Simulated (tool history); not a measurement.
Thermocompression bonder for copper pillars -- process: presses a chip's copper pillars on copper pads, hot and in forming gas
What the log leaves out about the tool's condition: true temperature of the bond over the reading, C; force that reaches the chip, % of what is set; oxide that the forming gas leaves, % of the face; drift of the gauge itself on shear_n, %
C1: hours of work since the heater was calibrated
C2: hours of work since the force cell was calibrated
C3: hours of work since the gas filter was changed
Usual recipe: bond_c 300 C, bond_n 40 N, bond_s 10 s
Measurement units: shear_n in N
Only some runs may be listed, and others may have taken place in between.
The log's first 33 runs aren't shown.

-- hour=1104.2 forming gas filter changed
run 34 hour=1125.2 | bond_c=272 bond_n=38 bond_s=18 | C1=734 C2=494 C3=9 | shear_n=43.8
run 35 hour=1149.4 | bond_c=300 bond_n=45 bond_s=7 | C1=744 C2=505 C3=20 | shear_n=50.9
run 36 hour=1190.2 | bond_c=274 bond_n=40 bond_s=22 | C1=763 C2=523 C3=39 | shear_n=50.5
run 37 hour=1234.2 | bond_c=275 bond_n=31 bond_s=10 | C1=783 C2=543 C3=59 | shear_n=31.1
run 38 hour=1279.7 | bond_c=275 bond_n=31 bond_s=10 | C1=803 C2=564 C3=79 | shear_n=31.0
run 39 hour=1314.4 | bond_c=286 bond_n=45 bond_s=18 | C1=819 C2=579 C3=95 | shear_n=58.2
run 40 hour=1340.4 | bond_c=286 bond_n=45 bond_s=18 | C1=831 C2=591 C3=107 | shear_n=57.3
run 41 hour=1364.7 | bond_c=286 bond_n=45 bond_s=18 | C1=842 C2=602 C3=118 | shear_n=59.0

Below are 3 alternative next runs, each starting from the tool's condition after run 41. Predict each:
run A hour=1399.6 | bond_c=286 bond_n=33 bond_s=18 | C1=857 C2=618 C3=133 | shear_n=?
run B hour=1399.6 | bond_c=300 bond_n=46 bond_s=10 | C1=857 C2=618 C3=133 | shear_n=?
run C hour=1399.6 | bond_c=290 bond_n=41 bond_s=9 | C1=857 C2=618 C3=133 | shear_n=?

run=A shear_n=48.5
run=B shear_n=57.2
run=C shear_n=45.7
The same runs, with their run-to-run variation unchanged, on a tool lacking any hidden condition would have given:
run=A shear_n=49.8
run=B shear_n=58.6
run=C shear_n=46.9

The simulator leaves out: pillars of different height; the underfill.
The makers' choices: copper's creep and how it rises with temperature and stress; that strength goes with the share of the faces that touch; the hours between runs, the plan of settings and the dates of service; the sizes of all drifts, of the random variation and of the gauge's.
